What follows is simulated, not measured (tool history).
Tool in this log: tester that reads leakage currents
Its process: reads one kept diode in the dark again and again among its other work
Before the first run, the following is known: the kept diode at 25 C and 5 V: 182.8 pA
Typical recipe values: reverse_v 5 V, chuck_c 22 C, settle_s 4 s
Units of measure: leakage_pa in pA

run    hour  reverse_v  chuck_c  settle_s  leakage_pa
  1       0          5       22         4      165.58
  2    59.9          5       22         4      167.53
  3   122.9          5       55         4     2769.65
  4   190.5          5       55         4     2797.04
  5   258.4          5       55         4     2788.58
  6   318.4          5       55         4      2807.9
  7   366.1          5       55      1.52     2824.06
  8   436.7      18.64       22         4      364.98
  9   524.2      18.64       22         4      367.56
 10   615.5      18.64       22         4      370.35
 11   708.7      18.64       22         4      371.82
 12   799.6      15.74       58      0.32     6725.23
      828.5  -- chuck's temperature calibrated
 13   846.4       2.21       23      1.44      102.69
 14   926.9       2.21       23      1.44      104.47
 15  1012.2       4.96       22      0.62      152.03
 16  1067.6          5       22      2.31       150.1
 17  1126.5       2.21       36         4      338.18
 18    1186       5.64       22         4         162
 19  1258.2       6.46       39      1.64      782.98

Forecast each of these 5 alternatives for the next run:
  A  1347.6       3.74       34      8.89           ?
  B  1347.6       6.46       54      1.64           ?
  C  1347.6       6.46       42      5.55           ?
  D  1347.6      10.97       55      1.64           ?
  E  1347.6       6.46       39      0.49           ?

run  leakage_pa
  A      381.87
  B     2702.28
  C     1011.99
  D     3875.01
  E      793.64
With the hidden condition removed and each run's random variation left untouched, the same runs would have given:
run  leakage_pa
  A      361.32
  B     2614.45
  C      967.33
  D     3746.07
  E      755.05

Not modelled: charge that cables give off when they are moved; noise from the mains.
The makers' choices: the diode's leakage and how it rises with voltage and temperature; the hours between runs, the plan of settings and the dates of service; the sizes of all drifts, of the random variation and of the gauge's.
